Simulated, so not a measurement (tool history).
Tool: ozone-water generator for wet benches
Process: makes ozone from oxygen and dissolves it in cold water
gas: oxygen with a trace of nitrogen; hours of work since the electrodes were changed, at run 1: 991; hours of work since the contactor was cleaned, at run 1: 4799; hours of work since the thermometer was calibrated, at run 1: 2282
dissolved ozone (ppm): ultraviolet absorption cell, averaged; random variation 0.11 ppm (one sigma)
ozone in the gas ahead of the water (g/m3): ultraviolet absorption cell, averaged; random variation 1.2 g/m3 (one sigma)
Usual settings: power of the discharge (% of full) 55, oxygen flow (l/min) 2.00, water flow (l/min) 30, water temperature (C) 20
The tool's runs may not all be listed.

run   hour  power of the discharge (% of full)  oxygen flow (l/min)  water flow (l/min)  water temperature (C)  hours of work since the electrodes were changed  hours of work since the contactor was cleaned  hours of work since the thermometer was calibrated  dissolved ozone (ppm)  ozone in the gas ahead of the water (g/m3)
  1    0.0                                  55                 2.00                  30                     20                                              991                                           4799                                                2282                    6.0                                       207.7
  2   32.1                                  55                 2.00                  30                     20                                             1016                                           4823                                                2307                    6.1                                       208.2
  3   57.4                                  55                 2.00                  30                     20                                             1035                                           4843                                                2326                    6.2                                       208.0
  4  105.1                                  55                 2.00                  29                     20                                             1072                                           4879                                                2363                    6.2                                       208.0
  5  153.8                                  55                 2.00                  29                     20                                             1109                                           4917                                                2400                    6.5                                       209.5
  6  194.2                                  55                 2.00                  29                     20                                             1140                                           4948                                                2431                    6.3                                       207.8
  7  221.8                                  55                 2.00                  21                     20                                             1161                                           4969                                                2452                    8.9                                       209.4
  8  268.8                                  55                 2.00                  22                     20                                             1197                                           5005                                                2488                    8.5                                       207.4
  9  322.9                                  55                 2.00                  22                     20                                             1239                                           5047                                                2530                    8.5                                       206.8
 10  360.3                                  55                 2.00                  22                     20                                             1267                                           5075                                                2558                    8.2                                       208.0
 11  408.3                                  63                 2.00                  30                     20                                             1304                                           5112                                                2595                    6.8                                       225.5
 12  458.8                                  55                 2.00                  38                     20                                             1343                                           5151                                                2634                    4.7                                       205.8
 13  487.1                                  55                 2.00                  38                     20                                             1365                                           5172                                                2656                    4.6                                       206.2
 14  512.1                                  55                 2.00                  38                     20                                             1384                                           5192                                                2675                    4.7                                       208.2
 15  535.4                                  55                 2.00                  38                     20                                             1402                                           5210                                                2693                    4.4                                       203.9
 16  582.6                                  55                 2.00                  38                     20                                             1438                                           5246                                                2729                    4.6                                       206.5
 17  616.2                                  55                 2.00                  38                     20                                             1464                                           5272                                                2755                    4.5                                       207.4
 18  647.1                                  55                 2.00                  41                     23                                             1487                                           5295                                                2779                    4.2                                       204.0

Forecast run 19:
 19  694.7                                  49                 2.94                  28                     20                                             1524                                           5332                                                2815                      ?                                           ?

{"run 19": {"dissolved ozone (ppm)": 6.3, "ozone in the gas ahead of the water (g/m3)": 149.3}}
Without the tool's hidden state the same run would have given dissolved ozone (ppm) 7.1, ozone in the gas ahead of the water (g/m3) 152.2.
